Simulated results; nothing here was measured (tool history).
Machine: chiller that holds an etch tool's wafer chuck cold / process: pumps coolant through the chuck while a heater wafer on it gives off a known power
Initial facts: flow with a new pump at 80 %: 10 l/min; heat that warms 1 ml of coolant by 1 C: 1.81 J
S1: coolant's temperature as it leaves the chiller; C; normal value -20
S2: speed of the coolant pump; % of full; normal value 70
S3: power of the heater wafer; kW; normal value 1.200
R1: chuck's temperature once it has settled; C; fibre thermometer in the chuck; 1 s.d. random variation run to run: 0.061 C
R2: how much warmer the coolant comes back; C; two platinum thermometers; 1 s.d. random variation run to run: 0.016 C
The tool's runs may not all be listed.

run   hour   S1  S2     S3     R1    R2
  1    0.0  -20  70  1.200  -9.60  4.59
  2   46.2  -20  70  1.200  -9.68  4.59
  3  130.6  -20  70  1.200  -9.51  4.58
  4  210.8  -20  70  1.200  -9.55  4.58
  5  319.1  -20  69  1.200  -9.43  4.63
  6  382.2  -20  70  1.474  -7.10  5.62
  7  454.4  -20  70  1.474  -6.96  5.62
  8  537.3  -20  70  1.473  -7.06  5.61
  9  594.3  -20  70  1.473  -6.94  5.60
 10  650.4  -20  70  1.473  -6.98  5.63
 11  749.5  -23  61  1.423  -8.67  6.27

Subtracting, for every run, the result it would have given without the tool's unlogged condition from the measured result gives the following. The same run-to-run variation enters both numbers; the gauge's scatter may not:
Hidden conditions of the tool in this case: heat passed by the chuck's channels, % of clean ones'; flow at a given pump speed, % of a new pump's; coolant's true temperature over the reading, C; drift of the gauge itself on chuck_c, C; drift of the gauge itself on warmer_back_c, C.
run     R1
  1  +0.00
  2  +0.02
  3  +0.05
  4  +0.08
  5  +0.11
  6  +0.14
  7  +0.16
  8  +0.19
  9  +0.20
 10  +0.23
 11  +0.26
R2 without the hidden state stays within 0.01 C of what was measured, in all runs.

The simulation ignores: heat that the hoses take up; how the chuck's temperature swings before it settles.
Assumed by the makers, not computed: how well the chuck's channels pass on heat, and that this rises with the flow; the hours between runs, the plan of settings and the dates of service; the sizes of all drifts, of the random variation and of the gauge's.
